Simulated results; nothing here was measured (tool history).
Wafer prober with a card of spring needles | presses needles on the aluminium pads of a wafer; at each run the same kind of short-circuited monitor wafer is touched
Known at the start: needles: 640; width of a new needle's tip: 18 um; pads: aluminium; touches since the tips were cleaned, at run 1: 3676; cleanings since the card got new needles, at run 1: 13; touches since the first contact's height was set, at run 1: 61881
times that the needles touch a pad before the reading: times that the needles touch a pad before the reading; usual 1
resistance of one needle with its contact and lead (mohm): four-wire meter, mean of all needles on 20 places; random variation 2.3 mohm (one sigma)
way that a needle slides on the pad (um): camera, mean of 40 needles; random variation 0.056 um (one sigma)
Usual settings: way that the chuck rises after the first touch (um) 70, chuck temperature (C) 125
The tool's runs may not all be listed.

run	day	way that the chuck rises after the first touch (um)	chuck temperature (C)	times that the needles touch a pad before the reading	touches since the tips were cleaned	cleanings since the card got new needles	touches since the first contact's height was set	resistance of one needle with its contact and lead (mohm)	way that a needle slides on the pad (um)
1	0	70	125	1	3676	13	61881	291	10.48
# day 0.029: tips cleaned on abrasive film
# day 0.421: tips cleaned on abrasive film
2	0.554	70	125	1	1527	15	68105	284	10.42
# day 0.779: tips cleaned on abrasive film
3	0.992	70	125	1	2418	16	73005	286	10.53
# day 1.138: tips cleaned on abrasive film
4	1.442	70	125	1	3484	17	78107	295	10.48
# day 1.496: tips cleaned on abrasive film
# day 1.879: tips cleaned on abrasive film
5	2.075	70	125	1	2238	19	85202	285	10.45
# day 2.25: tips cleaned on abrasive film
6	2.462	70	125	1	2415	20	89541	284	10.41
# day 2.617: tips cleaned on abrasive film
7	2.808	74	125	1	2165	21	93449	278	10.96
# day 2.962: tips cleaned on abrasive film
8	3.096	68	125	1	1513	22	96659	280	10.03
# day 3.317: tips cleaned on abrasive film
9	3.575	70	81	1	2903	23	102054	276	10.39
# day 3.696: tips cleaned on abrasive film
10	3.871	70	81	1	2001	24	105401	270	10.3
# day 4.054: tips cleaned on abrasive film
# day 4.417: tips cleaned on abrasive film
11	4.433	70	32	1	148	26	111675	239	10.29
# day 4.767: tips cleaned on abrasive film
12	4.775	70	125	2	115	27	115540	262	10.17
# day 5.117: tips cleaned on abrasive film
13	5.146	55	125	2	367	28	119726	274	7.98
# day 5.483: tips cleaned on abrasive film
14	5.608	70	125	1	1406	29	124922	279	10.25
# day 5.871: tips cleaned on abrasive film
15	5.933	53	125	1	680	30	128557	290	7.61
16	6.204	53	125	1	3788	30	131665	329	7.67
# day 6.238: tips cleaned on abrasive film
# day 6.625: tips cleaned on abrasive film
# day 6.675: height of the first contact set anew
17	6.871	89	101	2	2653	32	2225	264	13.61
# day 7.042: tips cleaned on abrasive film
18	7.15	89	101	2	1218	33	5331	256	13.59
# day 7.433: tips cleaned on abrasive film
19	7.608	69	125	1	1995	34	10513	284	10.51
# day 7.804: tips cleaned on abrasive film
20	8.042	76	125	1	2697	35	15388	288	11.54
# day 8.171: tips cleaned on abrasive film
21	8.467	76	125	1	3343	36	20169	287	11.55
# day 8.525: tips cleaned on abrasive film
# day 8.9: tips cleaned on abrasive film
22	9	61	125	1	1101	38	26139	281	9.19
# day 9.271: tips cleaned on abrasive film
23	9.479	61	125	1	2354	39	31549	301	9.18
# day 9.638: tips cleaned on abrasive film
# day 9.979: tips cleaned on abrasive film
24	10.058	79	107	1	907	41	38079	265	11.85
# day 10.342: tips cleaned on abrasive film
25	10.504	74	107	2	1835	42	43074	263	11.09
# day 10.7: tips cleaned on abrasive film
26	10.783	73	44	1	907	43	46189	254	10.94
# day 11.062: tips cleaned on abrasive film
27	11.358	73	44	1	3387	44	52710	276	10.85
# day 11.404: tips cleaned on abrasive film
# day 11.767: tips cleaned on abrasive film
28	11.767	73	44	1	0	46	57271	238	10.83
29	12.062	73	46	3	3360	46	60631	249	10.89
# day 12.158: tips cleaned on abrasive film
30	12.412	87	32	1	2877	47	64555	256	12.93
# day 12.533: tips cleaned on abrasive film
31	12.8	51	51	2	3066	48	68934	285	7.6
# day 12.888: tips cleaned on abrasive film
# day 13.242: tips cleaned on abrasive film
32	13.242	78	25	1	0	50	73839	235	11.66

Hidden state at the last listed run before each entry between runs and at the first one after, where it differs:
Between runs 1 and 2: tips cleaned on abrasive film (day 0.029); tips cleaned on abrasive film (day 0.421)
  debris on the tips, nm: 37.4 -> 20.5; way that the needles fall short of the set height, um: 1.53 -> 1.73; tips' diameter, um: 18.53 -> 18.61
  measured less the result without the state, resistance of one needle with its contact and lead (mohm): +35 -> +20; way that a needle slides on the pad (um): -0.24 -> -0.26
Between runs 2 and 3: tips cleaned on abrasive film (day 0.779)
  debris on the tips, nm: 20.5 -> 27.7; way that the needles fall short of the set height, um: 1.73 -> 1.82; tips' diameter, um: 18.61 -> 18.64
  measured less the result without the state, resistance of one needle with its contact and lead (mohm): +20 -> +27; way that a needle slides on the pad (um): -0.26 -> -0.28
Between runs 3 and 4: tips cleaned on abrasive film (day 1.138)
  debris on the tips, nm: 27.7 -> 36.2; way that the needles fall short of the set height, um: 1.82 -> 1.91; tips' diameter, um: 18.64 -> 18.67
  measured less the result without the state, resistance of one needle with its contact and lead (mohm): +27 -> +35; way that a needle slides on the pad (um): -0.28 -> -0.29
Between runs 4 and 5: tips cleaned on abrasive film (day 1.496); tips cleaned on abrasive film (day 1.879)
  debris on the tips, nm: 36.2 -> 26.9; way that the needles fall short of the set height, um: 1.91 -> 2.13; tips' diameter, um: 18.67 -> 18.75
  measured less the result without the state, resistance of one needle with its contact and lead (mohm): +35 -> +27; way that a needle slides on the pad (um): -0.29 -> -0.33
Between runs 5 and 6: tips cleaned on abrasive film (day 2.25)
  debris on the tips, nm: 26.9 -> 27.5; way that the needles fall short of the set height, um: 2.13 -> 2.24; tips' diameter, um: 18.75 -> 18.78
  measured less the result without the state, resistance of one needle with its contact and lead (mohm): +27 -> +28; way that a needle slides on the pad (um): -0.33 -> -0.34
Between runs 6 and 7: tips cleaned on abrasive film (day 2.617)
  debris on the tips, nm: 27.5 -> 24.5; way that the needles fall short of the set height, um: 2.24 -> 2.35; tips' diameter, um: 18.78 -> 18.82
  measured less the result without the state, resistance of one needle with its contact and lead (mohm): +28 -> +23; way that a needle slides on the pad (um): -0.34 -> -0.36
Between runs 7 and 8: tips cleaned on abrasive film (day 2.962)
  debris on the tips, nm: 24.5 -> 18.2; way that the needles fall short of the set height, um: 2.35 -> 2.46; tips' diameter, um: 18.82 -> 18.86
  measured less the result without the state, resistance of one needle with its contact and lead (mohm): +23 -> +20; way that a needle slides on the pad (um): -0.36 -> -0.38
Between runs 8 and 9: tips cleaned on abrasive film (day 3.317)
  debris on the tips, nm: 18.2 -> 30.9; way that the needles fall short of the set height, um: 2.46 -> 2.6; tips' diameter, um: 18.86 -> 18.91
  measured less the result without the state, resistance of one needle with its contact and lead (mohm): +20 -> +33; way that a needle slides on the pad (um): -0.38 -> -0.4
Between runs 9 and 10: tips cleaned on abrasive film (day 3.696)
  debris on the tips, nm: 30.9 -> 24.4; way that the needles fall short of the set height, um: 2.6 -> 2.69; tips' diameter, um: 18.91 -> 18.94
  measured less the result without the state, resistance of one needle with its contact and lead (mohm): +33 -> +27; way that a needle slides on the pad (um): -0.4 -> -0.41
Between runs 10 and 11: tips cleaned on abrasive film (day 4.054); tips cleaned on abrasive film (day 4.417)
  debris on the tips, nm: 24.4 -> 4.5; way that the needles fall short of the set height, um: 2.69 -> 2.89; tips' diameter, um: 18.94 -> 19.01
  measured less the result without the state, resistance of one needle with its contact and lead (mohm): +27 -> +6; way that a needle slides on the pad (um): -0.41 -> -0.44
Between runs 11 and 12: tips cleaned on abrasive film (day 4.767)
  way that the needles fall short of the set height, um: 2.89 -> 2.97; tips' diameter, um: 19.01 -> 19.04
  measured less the result without the state, resistance of one needle with its contact and lead (mohm): +6 -> +4; way that a needle slides on the pad (um): -0.44 -> -0.45
Between runs 12 and 13: tips cleaned on abrasive film (day 5.117)
  debris on the tips, nm: 4.5 -> 8.6; way that the needles fall short of the set height, um: 2.97 -> 3.05; tips' diameter, um: 19.04 -> 19.07
  measured less the result without the state, resistance of one needle with its contact and lead (mohm): +4 -> +10; way that a needle slides on the pad (um): -0.45 -> -0.46
Between runs 13 and 14: tips cleaned on abrasive film (day 5.483)
  debris on the tips, nm: 8.6 -> 20.8; way that the needles fall short of the set height, um: 3.05 -> 3.19; tips' diameter, um: 19.07 -> 19.12
  measured less the result without the state, resistance of one needle with its contact and lead (mohm): +10 -> +22; way that a needle slides on the pad (um): -0.46 -> -0.49
Between runs 14 and 15: tips cleaned on abrasive film (day 5.871)
  debris on the tips, nm: 20.8 -> 12; way that the needles fall short of the set height, um: 3.19 -> 3.32; tips' diameter, um: 19.12 -> 19.16
  measured less the result without the state, resistance of one needle with its contact and lead (mohm): +22 -> +24; way that a needle slides on the pad (um): -0.49 -> -0.51
Between runs 16 and 17: tips cleaned on abrasive film (day 6.238); tips cleaned on abrasive film (day 6.625); height of the first contact set anew (day 6.675)
  debris on the tips, nm: 38 -> 29.6; way that the needles fall short of the set height, um: 3.32 -> 0; tips' diameter, um: 19.16 -> 19.24
  measured less the result without the state, resistance of one needle with its contact and lead (mohm): +67 -> +13; way that a needle slides on the pad (um): -0.51 -> +0
Between runs 17 and 18: tips cleaned on abrasive film (day 7.042)
  debris on the tips, nm: 29.6 -> 18; way that the needles fall short of the set height, um: 0 -> 0.14; tips' diameter, um: 19.24 -> 19.29
  measured less the result without the state, resistance of one needle with its contact and lead (mohm): +13 -> +8; way that a needle slides on the pad (um): +0 -> -0.02
Between runs 18 and 19: tips cleaned on abrasive film (day 7.433)
  debris on the tips, nm: 18 -> 25; way that the needles fall short of the set height, um: 0.14 -> 0.23; tips' diameter, um: 19.29 -> 19.32
  measured less the result without the state, resistance of one needle with its contact and lead (mohm): +8 -> +25; way that a needle slides on the pad (um): -0.02 -> -0.03
Between runs 19 and 20: tips cleaned on abrasive film (day 7.804)
  debris on the tips, nm: 25 -> 31.3; way that the needles fall short of the set height, um: 0.23 -> 0.35; tips' diameter, um: 19.32 -> 19.36
  measured less the result without the state, resistance of one needle with its contact and lead (mohm): +25 -> +27; way that a needle slides on the pad (um): -0.03 -> -0.05
Between runs 20 and 21: tips cleaned on abrasive film (day 8.171)
  debris on the tips, nm: 31.3 -> 32.5; way that the needles fall short of the set height, um: 0.35 -> 0.48; tips' diameter, um: 19.36 -> 19.4
  measured less the result without the state, resistance of one needle with its contact and lead (mohm): +27 -> +28; way that a needle slides on the pad (um): -0.05 -> -0.07
Between runs 21 and 22: tips cleaned on abrasive film (day 8.525); tips cleaned on abrasive film (day 8.9)
  debris on the tips, nm: 32.5 -> 17.2; way that the needles fall short of the set height, um: 0.48 -> 0.73; tips' diameter, um: 19.4 -> 19.49
  measured less the result without the state, resistance of one needle with its contact and lead (mohm): +28 -> +23; way that a needle slides on the pad (um): -0.07 -> -0.11
Between runs 22 and 23: tips cleaned on abrasive film (day 9.271)
  debris on the tips, nm: 17.2 -> 28.5; way that the needles fall short of the set height, um: 0.73 -> 0.86; tips' diameter, um: 19.49 -> 19.54
  measured less the result without the state, resistance of one needle with its contact and lead (mohm): +23 -> +38; way that a needle slides on the pad (um): -0.11 -> -0.13
Between runs 23 and 24: tips cleaned on abrasive film (day 9.638); tips cleaned on abrasive film (day 9.979)
  debris on the tips, nm: 28.5 -> 14; way that the needles fall short of the set height, um: 0.86 -> 1.13; tips' diameter, um: 19.54 -> 19.63
  measured less the result without the state, resistance of one needle with its contact and lead (mohm): +38 -> +13; way that a needle slides on the pad (um): -0.13 -> -0.17
Between runs 24 and 25: tips cleaned on abrasive film (day 10.342)
  debris on the tips, nm: 14 -> 22.6; way that the needles fall short of the set height, um: 1.13 -> 1.25; tips' diameter, um: 19.63 -> 19.67
  measured less the result without the state, resistance of one needle with its contact and lead (mohm): +13 -> +14; way that a needle slides on the pad (um): -0.17 -> -0.19
Between runs 25 and 26: tips cleaned on abrasive film (day 10.7)
  debris on the tips, nm: 22.6 -> 14.6; way that the needles fall short of the set height, um: 1.25 -> 1.37; tips' diameter, um: 19.67 -> 19.72
  measured less the result without the state, resistance of one needle with its contact and lead (mohm): +14 -> +17; way that a needle slides on the pad (um): -0.19 -> -0.2
Between runs 26 and 27: tips cleaned on abrasive film (day 11.062)
  debris on the tips, nm: 14.6 -> 33.7; way that the needles fall short of the set height, um: 1.37 -> 1.46; tips' diameter, um: 19.72 -> 19.75
  measured less the result without the state, resistance of one needle with its contact and lead (mohm): +17 -> +37; way that a needle slides on the pad (um): -0.2 -> -0.22
Between runs 27 and 28: tips cleaned on abrasive film (day 11.404); tips cleaned on abrasive film (day 11.767)
  debris on the tips, nm: 33.7 -> 2.3; way that the needles fall short of the set height, um: 1.46 -> 1.72; tips' diameter, um: 19.75 -> 19.84
  measured less the result without the state, resistance of one needle with its contact and lead (mohm): +37 -> +4; way that a needle slides on the pad (um): -0.22 -> -0.26
Between runs 29 and 30: tips cleaned on abrasive film (day 12.158)
  debris on the tips, nm: 34.2 -> 30.4; way that the needles fall short of the set height, um: 1.72 -> 1.84; tips' diameter, um: 19.84 -> 19.88
  measured less the result without the state, resistance of one needle with its contact and lead (mohm): +14 -> +26; way that a needle slides on the pad (um): -0.26 -> -0.28
Between runs 30 and 31: tips cleaned on abrasive film (day 12.533)
  debris on the tips, nm: 30.4 -> 31.9; way that the needles fall short of the set height, um: 1.84 -> 1.97; tips' diameter, um: 19.88 -> 19.93
  measured less the result without the state, resistance of one needle with its contact and lead (mohm): +26 -> +43; way that a needle slides on the pad (um): -0.28 -> -0.3
Between runs 31 and 32: tips cleaned on abrasive film (day 12.888); tips cleaned on abrasive film (day 13.242)
  debris on the tips, nm: 31.9 -> 1.6; way that the needles fall short of the set height, um: 1.97 -> 2.2; tips' diameter, um: 19.93 -> 20.01
  measured less the result without the state, resistance of one needle with its contact and lead (mohm): +43 -> +3; way that a needle slides on the pad (um): -0.3 -> -0.33
